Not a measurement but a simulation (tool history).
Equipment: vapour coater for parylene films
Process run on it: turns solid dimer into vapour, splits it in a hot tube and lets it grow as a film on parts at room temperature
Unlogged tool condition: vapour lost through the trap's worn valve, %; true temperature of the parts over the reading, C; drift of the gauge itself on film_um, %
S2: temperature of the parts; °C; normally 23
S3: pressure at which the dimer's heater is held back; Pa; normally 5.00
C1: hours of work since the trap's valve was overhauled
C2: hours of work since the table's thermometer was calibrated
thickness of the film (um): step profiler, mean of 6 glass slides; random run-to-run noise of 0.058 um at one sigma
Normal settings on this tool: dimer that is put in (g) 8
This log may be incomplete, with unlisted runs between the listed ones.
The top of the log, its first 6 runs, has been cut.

Run 7, hour 115.5: usual settings; C1 129; C2 610. Result: thickness of the film (um) 6.67.
Run 8, hour 132.8: usual settings; C1 138; C2 619. Result: thickness of the film (um) 6.47.
Run 9, hour 150.1: usual settings; C1 147; C2 628. Result: thickness of the film (um) 6.51.
Run 10, hour 173.7: usual settings; C1 159; C2 640. Result: thickness of the film (um) 6.64.
Run 11, hour 189.1: usual settings; C1 167; C2 648. Result: thickness of the film (um) 6.51.
Run 12, hour 216.0: usual settings but S3 2.38 Pa; C1 180; C2 661. Result: thickness of the film (um) 6.82.
Run 13, hour 243.0: usual settings but S2 15 °C; C1 194; C2 675. Result: thickness of the film (um) 8.32.
Run 14, hour 260.3: usual settings but S2 15 °C; C1 203; C2 684. Result: thickness of the film (um) 8.25.
Run 15, hour 274.9: usual settings but S2 15 °C; C1 210; C2 691. Result: thickness of the film (um) 8.30.
Run 16, hour 302.8: usual settings but dimer that is put in (g) 10; C1 225; C2 705. Result: thickness of the film (um) 8.03.
Run 17, hour 319.5: usual settings but dimer that is put in (g) 10; C1 233; C2 714. Result: thickness of the film (um) 7.89.
Run 18, hour 340.3: usual settings; C1 244; C2 724. Result: thickness of the film (um) 6.38.
Run 19, hour 358.8: usual settings but S3 2.56 Pa; C1 253; C2 734. Result: thickness of the film (um) 6.75.
Run 20, hour 379.5: usual settings but S3 2.56 Pa; C1 264; C2 744. Result: thickness of the film (um) 6.72.
Run 21, hour 403.4: usual settings but S3 2.56 Pa; C1 276; C2 757. Result: thickness of the film (um) 6.64.
Run 22, hour 420.3: usual settings but S3 2.56 Pa; C1 284; C2 765. Result: thickness of the film (um) 6.52.
Run 23, hour 443.6: usual settings but S3 2.56 Pa; C1 296; C2 777. Result: thickness of the film (um) 6.57.

Run 24, settings as shown, results not yet in. Your forecast:
Run 24, hour 456.8: usual settings but S3 2.56 Pa; C1 303; C2 784. Result: thickness of the film (um) ?.

{"run 24": {"thickness of the film (um)": 6.6}}
With no hidden state in the tool, this same run would have given thickness of the film (um) 7.21.

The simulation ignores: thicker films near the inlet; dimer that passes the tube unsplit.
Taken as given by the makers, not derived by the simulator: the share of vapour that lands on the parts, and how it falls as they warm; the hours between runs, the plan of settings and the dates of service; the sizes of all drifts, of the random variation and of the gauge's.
